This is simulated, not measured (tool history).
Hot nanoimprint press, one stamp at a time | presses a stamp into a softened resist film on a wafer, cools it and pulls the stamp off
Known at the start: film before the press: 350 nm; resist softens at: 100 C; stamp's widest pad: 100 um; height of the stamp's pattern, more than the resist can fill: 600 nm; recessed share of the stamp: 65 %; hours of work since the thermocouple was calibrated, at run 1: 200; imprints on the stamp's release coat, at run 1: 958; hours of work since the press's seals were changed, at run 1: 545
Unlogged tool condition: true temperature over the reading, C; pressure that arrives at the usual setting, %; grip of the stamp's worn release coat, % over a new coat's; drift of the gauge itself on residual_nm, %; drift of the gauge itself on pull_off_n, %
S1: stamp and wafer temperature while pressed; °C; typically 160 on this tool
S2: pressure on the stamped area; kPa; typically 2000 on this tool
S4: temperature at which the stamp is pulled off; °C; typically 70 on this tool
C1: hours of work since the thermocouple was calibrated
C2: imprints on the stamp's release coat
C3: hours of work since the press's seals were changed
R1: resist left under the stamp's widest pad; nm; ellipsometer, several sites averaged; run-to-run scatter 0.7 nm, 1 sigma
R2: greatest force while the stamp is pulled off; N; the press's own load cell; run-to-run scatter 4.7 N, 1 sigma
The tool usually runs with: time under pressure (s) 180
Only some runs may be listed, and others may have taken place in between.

Run 1, hour 0: usual settings; C1 200; C2 958; C3 545. Result: R1 176.2 nm, R2 290 N.
At hour 30.6: stamp cleaned and given a new release coat.
Run 2, hour 94.1: usual settings; C1 256; C2 194; C3 602. Result: R1 176.6 nm, R2 227 N.
At hour 120.9: press's hydraulic seals changed and the load cell set to zero.
Run 3, hour 157.1: usual settings; C1 291; C2 362; C3 23. Result: R1 170.4 nm, R2 245 N.
At hour 172: plate thermocouple calibrated.
Run 4, hour 230.5: usual settings but S4 57 °C; C1 37; C2 578; C3 68. Result: R1 162.6 nm, R2 301 N.
Run 5, hour 280.5: usual settings but S4 57 °C; C1 69; C2 731; C3 100. Result: R1 162.6 nm, R2 327 N.
Run 6, hour 369.8: usual settings but S4 57 °C; C1 126; C2 1004; C3 157. Result: R1 162.9 nm, R2 347 N.
At hour 381.9: stamp cleaned and given a new release coat.
Run 7, hour 428.1: usual settings but S4 57 °C; C1 159; C2 141; C3 190. Result: R1 161.5 nm, R2 262 N.
At hour 463.8: plate thermocouple calibrated, once more.
Run 8, hour 499.4: usual settings; C1 23; C2 350; C3 234. Result: R1 179.2 nm, R2 241 N.
Run 9, hour 539.6: usual settings but S1 154 °C; C1 48; C2 473; C3 259. Result: R1 221.3 nm, R2 256 N.
Run 10, hour 607.7: usual settings but S1 154 °C; C1 92; C2 681; C3 302. Result: R1 221.3 nm, R2 255 N.
Run 11, hour 667.8: usual settings but S4 74 °C; C1 130; C2 865; C3 341. Result: R1 175.9 nm, R2 255 N.
At hour 725.7: stamp cleaned and given a new release coat.
Run 12, hour 760.1: usual settings but S4 74 °C; C1 185; C2 105; C3 396. Result: R1 175.4 nm, R2 213 N.
Run 13, hour 810.2: usual settings but S4 74 °C; C1 217; C2 259; C3 428. Result: R1 174.3 nm, R2 229 N.
Run 14, hour 865: usual settings but S4 74 °C; C1 252; C2 426; C3 463. Result: R1 174.1 nm, R2 236 N.
Run 15, hour 924.2: usual settings; C1 289; C2 607; C3 500. Result: R1 171.9 nm, R2 257 N.
At hour 943: plate thermocouple calibrated.
Run 16, hour 1001.1: usual settings; C1 37; C2 833; C3 547. Result: R1 179.2 nm, R2 285 N.
Run 17, hour 1048.8: usual settings but S1 168 °C, S2 1420 kPa; C1 67; C2 980; C3 578. Result: R1 155.7 nm, R2 285 N.
At hour 1069.9: stamp cleaned and given a new release coat.
At hour 1120.8: press's hydraulic seals changed and the load cell set to zero.
Run 18, hour 1126.7: usual settings but S4 56 °C; C1 108; C2 149; C3 4. Result: R1 174.1 nm, R2 294 N.
Run 19, hour 1177.1: usual settings but S1 172 °C, time under pressure (s) 307, S4 59 °C; C1 140; C2 303; C3 36. Result: R1 88.2 nm, R2 288 N.
Run 20, hour 1234.8: usual settings but S1 155 °C; C1 177; C2 480; C3 73. Result: R1 209.8 nm, R2 252 N.
Run 21, hour 1277.8: usual settings but S1 155 °C; C1 204; C2 611; C3 100. Result: R1 207.8 nm, R2 258 N.
Run 22, hour 1324.2: usual settings but S1 169 °C, S2 2760 kPa, time under pressure (s) 198; C1 234; C2 753; C3 130. Result: R1 100 nm, R2 276 N.
Run 23, hour 1404.7: usual settings but S1 161 °C, S4 76 °C; C1 285; C2 1000; C3 181. Result: R1 164.2 nm, R2 256 N.
At hour 1418.7: stamp cleaned and given a new release coat.
At hour 1433.8: plate thermocouple calibrated.
Run 24, hour 1494.7: usual settings but S1 164 °C, S2 1280 kPa, time under pressure (s) 103, S4 61 °C; C1 39; C2 223; C3 233. Result: R1 222.5 nm, R2 266 N.
Run 25, hour 1541.9: usual settings but S1 169 °C, S2 1560 kPa, S4 73 °C; C1 69; C2 368; C3 263. Result: R1 142.5 nm, R2 230 N.
Run 26, hour 1636: usual settings but S1 168 °C, time under pressure (s) 124; C1 129; C2 656; C3 323. Result: R1 151.4 nm, R2 259 N.
Run 27, hour 1715: usual settings but S2 2360 kPa, time under pressure (s) 207; C1 179; C2 897; C3 373. Result: R1 156.8 nm, R2 278 N.
At hour 1761.4: stamp cleaned and given a new release coat.
Run 28, hour 1764: usual settings but S1 149 °C, S2 2410 kPa, time under pressure (s) 207; C1 207; C2 8; C3 400. Result: R1 235.2 nm, R2 225 N.
Run 29, hour 1827.9: usual settings but S1 149 °C, S2 2410 kPa, time under pressure (s) 207; C1 247; C2 204; C3 441. Result: R1 233.5 nm, R2 237 N.

Across each entry between runs, compare the hidden state at the last listed run before it with the hidden state at the first listed run after it:
Logged between run 1 and run 2: stamp cleaned and given a new release coat (hour 30.6)
  true temperature over the reading, C: 0.95 -> 1.21; pressure that arrives at the usual setting, %: 94.37 -> 93.85; grip of the stamp's worn release coat, % over a new coat's: 26.1 -> 5.1
  difference, measured minus the result without the unlogged condition, R1: -1.9 -> -3.2 nm; R2: +56 -> +8 N
Logged between run 2 and run 3: press's hydraulic seals changed and the load cell set to zero (hour 120.9)
  true temperature over the reading, C: 1.21 -> 1.37; pressure that arrives at the usual setting, %: 93.85 -> 99.74; grip of the stamp's worn release coat, % over a new coat's: 5.1 -> 9.6
  difference, measured minus the result without the unlogged condition, R1: -3.2 -> -8.9 nm; R2: +8 -> +17 N
Logged between run 3 and run 4: plate thermocouple calibrated (hour 172)
  true temperature over the reading, C: 1.37 -> 2.39; pressure that arrives at the usual setting, %: 99.74 -> 99.36; grip of the stamp's worn release coat, % over a new coat's: 9.6 -> 15.5
  difference, measured minus the result without the unlogged condition, R1: -8.9 -> -15 nm; R2: +17 -> +33 N
Logged between run 6 and run 7: stamp cleaned and given a new release coat (hour 381.9)
  true temperature over the reading, C: 2.8 -> 2.95; pressure that arrives at the usual setting, %: 98.62 -> 98.35; grip of the stamp's worn release coat, % over a new coat's: 27.4 -> 3.7
  difference, measured minus the result without the unlogged condition, R1: -17.2 -> -17.8 nm; R2: +65 -> -1 N
Logged between run 7 and run 8: plate thermocouple calibrated, once more (hour 463.8)
  true temperature over the reading, C: 2.95 -> 0.25; pressure that arrives at the usual setting, %: 98.35 -> 97.97; grip of the stamp's worn release coat, % over a new coat's: 3.7 -> 9.3
  difference, measured minus the result without the unlogged condition, R1: -17.8 -> -0.2 nm; R2: -1 -> +20 N
Logged between run 11 and run 12: stamp cleaned and given a new release coat (hour 725.7)
  true temperature over the reading, C: 0.72 -> 0.96; pressure that arrives at the usual setting, %: 97.01 -> 96.56; grip of the stamp's worn release coat, % over a new coat's: 23.4 -> 2.8
  difference, measured minus the result without the unlogged condition, R1: -2.6 -> -3.8 nm; R2: +46 -> +2 N
Logged between run 15 and run 16: plate thermocouple calibrated (hour 943)
  true temperature over the reading, C: 1.42 -> 0.28; pressure that arrives at the usual setting, %: 95.61 -> 95.17; grip of the stamp's worn release coat, % over a new coat's: 16.3 -> 22.5
  difference, measured minus the result without the unlogged condition, R1: -6 -> +1.9 nm; R2: +31 -> +52 N
Logged between run 17 and run 18: stamp cleaned and given a new release coat (hour 1069.9); press's hydraulic seals changed and the load cell set to zero (hour 1120.8)
  true temperature over the reading, C: 0.41 -> 0.59; pressure that arrives at the usual setting, %: 94.91 -> 99.87; grip of the stamp's worn release coat, % over a new coat's: 26.7 -> 3.9
  difference, measured minus the result without the unlogged condition, R1: +0.3 -> -3.9 nm; R2: +59 -> +9 N
Logged between run 23 and run 24: stamp cleaned and given a new release coat (hour 1418.7); plate thermocouple calibrated (hour 1433.8)
  true temperature over the reading, C: 1.4 -> 0.13; pressure that arrives at the usual setting, %: 98.3 -> 97.84; grip of the stamp's worn release coat, % over a new coat's: 27.3 -> 5.9
  difference, measured minus the result without the unlogged condition, R1: -7.6 -> +0.2 nm; R2: +50 -> +15 N
Logged between run 27 and run 28: stamp cleaned and given a new release coat (hour 1761.4)
  true temperature over the reading, C: 0.76 -> 0.88; pressure that arrives at the usual setting, %: 96.67 -> 96.44; grip of the stamp's worn release coat, % over a new coat's: 24.3 -> 0.2
  difference, measured minus the result without the unlogged condition, R1: -2 -> -3.9 nm; R2: +52 -> -3 N

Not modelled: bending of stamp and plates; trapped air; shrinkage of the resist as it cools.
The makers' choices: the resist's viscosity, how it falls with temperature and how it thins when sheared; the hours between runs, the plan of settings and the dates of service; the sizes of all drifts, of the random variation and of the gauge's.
